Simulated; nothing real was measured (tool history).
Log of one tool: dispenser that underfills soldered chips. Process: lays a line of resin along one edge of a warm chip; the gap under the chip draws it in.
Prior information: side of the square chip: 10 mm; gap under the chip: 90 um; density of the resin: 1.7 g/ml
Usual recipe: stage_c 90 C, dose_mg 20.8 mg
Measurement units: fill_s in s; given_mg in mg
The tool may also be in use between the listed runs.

run 1 day=0 | stage_c=90 dose_mg=20.8 | fill_s=137.3 given_mg=20.69
-- day=0.121 new syringe of resin
run 2 day=0.433 | stage_c=90 dose_mg=20.8 | fill_s=125.4 given_mg=20.66
-- day=0.675 new syringe of resin
run 3 day=0.846 | stage_c=90 dose_mg=20.8 | fill_s=107.8 given_mg=20.73
run 4 day=1.104 | stage_c=90 dose_mg=20.8 | fill_s=138.2 given_mg=20.37
-- day=1.242 new syringe of resin
run 5 day=1.475 | stage_c=90 dose_mg=20.8 | fill_s=115.7 given_mg=20.35
-- day=1.8 new syringe of resin
run 6 day=1.95 | stage_c=80 dose_mg=20.8 | fill_s=155.4 given_mg=20.37
run 7 day=2.192 | stage_c=80 dose_mg=20.8 | fill_s=193.5 given_mg=20.26
-- day=2.358 new syringe of resin
run 8 day=2.562 | stage_c=80 dose_mg=20.8 | fill_s=161.4 given_mg=20.14
run 9 day=2.846 | stage_c=90 dose_mg=22.7 | fill_s=145.9 given_mg=21.85
-- day=2.892 new syringe of resin
run 10 day=3.167 | stage_c=90 dose_mg=22.7 | fill_s=116.9 given_mg=21.87
-- day=3.446 new syringe of resin
run 11 day=3.471 | stage_c=80 dose_mg=20.8 | fill_s=135.7 given_mg=19.89
-- day=3.979 new syringe of resin
run 12 day=3.979 | stage_c=90 dose_mg=20.8 | fill_s=93.5 given_mg=19.77
run 13 day=4.417 | stage_c=90 dose_mg=20.8 | fill_s=148.1 given_mg=19.75
-- day=4.542 new syringe of resin
run 14 day=4.717 | stage_c=94 dose_mg=20.8 | fill_s=96.1 given_mg=19.72
run 15 day=5.008 | stage_c=94 dose_mg=20.8 | fill_s=123.7 given_mg=19.6
-- day=5.104 new syringe of resin
run 16 day=5.279 | stage_c=94 dose_mg=20.8 | fill_s=95.3 given_mg=19.58
run 17 day=5.596 | stage_c=94 dose_mg=20.8 | fill_s=132.6 given_mg=19.47
-- day=5.646 new syringe of resin
run 18 day=5.858 | stage_c=101 dose_mg=20.8 | fill_s=77.9 given_mg=19.49
-- day=6.188 new syringe of resin
run 19 day=6.204 | stage_c=101 dose_mg=20.8 | fill_s=65.4 given_mg=19.37
run 20 day=6.425 | stage_c=101 dose_mg=20.8 | fill_s=80.7 given_mg=19.3
-- day=6.725 new syringe of resin
run 21 day=6.854 | stage_c=101 dose_mg=20.8 | fill_s=72.2 given_mg=19.22
run 22 day=7.212 | stage_c=101 dose_mg=23 | fill_s=102.7 given_mg=21.06
-- day=7.254 new syringe of resin
run 23 day=7.729 | stage_c=103 dose_mg=18.6 | fill_s=103.1 given_mg=16.84
-- day=7.812 new syringe of resin
run 24 day=7.983 | stage_c=103 dose_mg=18.6 | fill_s=75 given_mg=16.94
run 25 day=8.283 | stage_c=83 dose_mg=19.5 | fill_s=207.7 given_mg=17.85
-- day=8.342 new syringe of resin
run 26 day=8.617 | stage_c=104 dose_mg=22.4 | fill_s=77.5 given_mg=20.37
-- day=8.888 new syringe of resin
run 27 day=8.971 | stage_c=92 dose_mg=25.7 | fill_s=90.8 given_mg=22.94
-- day=9.15 dispensing valve cleaned and set on the balance
run 28 day=9.221 | stage_c=91 dose_mg=23.6 | fill_s=116.6 given_mg=23.57
-- day=9.475 new syringe of resin
run 29 day=9.579 | stage_c=89 dose_mg=23.3 | fill_s=103.1 given_mg=22.96
run 30 day=9.975 | stage_c=78 dose_mg=23.7 | fill_s=232.1 given_mg=23.39
-- day=10.017 new syringe of resin
run 31 day=10.288 | stage_c=81 dose_mg=22.1 | fill_s=171.1 given_mg=21.84
-- day=10.575 new syringe of resin
run 32 day=10.742 | stage_c=78 dose_mg=21 | fill_s=175.2 given_mg=20.5
-- day=11.129 new syringe of resin
run 33 day=11.258 | stage_c=84 dose_mg=21 | fill_s=133.9 given_mg=20.65
run 34 day=11.579 | stage_c=86 dose_mg=21 | fill_s=171.8 given_mg=20.48
-- day=11.692 new syringe of resin
run 35 day=11.833 | stage_c=78 dose_mg=25.5 | fill_s=165.1 given_mg=24.97
-- day=12.242 new syringe of resin
run 36 day=12.271 | stage_c=78 dose_mg=25.5 | fill_s=147.3 given_mg=24.69

Consider 3 possible next runs. They are alternatives, not a sequence: every one starts from the tool as it was left by run 36. What does each give?
run A day=12.65 | stage_c=103 dose_mg=21.1 | fill_s=? given_mg=?
run B day=12.65 | stage_c=98 dose_mg=18.4 | fill_s=? given_mg=?
run C day=12.65 | stage_c=93 dose_mg=22.7 | fill_s=? given_mg=?

run=A fill_s=91.8 given_mg=20.23
run=B fill_s=112.6 given_mg=17.54
run=C fill_s=126.5 given_mg=21.91
Stripped of hidden state, with their random variation kept, the same runs would have yielded:
run=A fill_s=54.4 given_mg=21.06
run=B fill_s=65.8 given_mg=18.27
run=C fill_s=74.6 given_mg=22.81
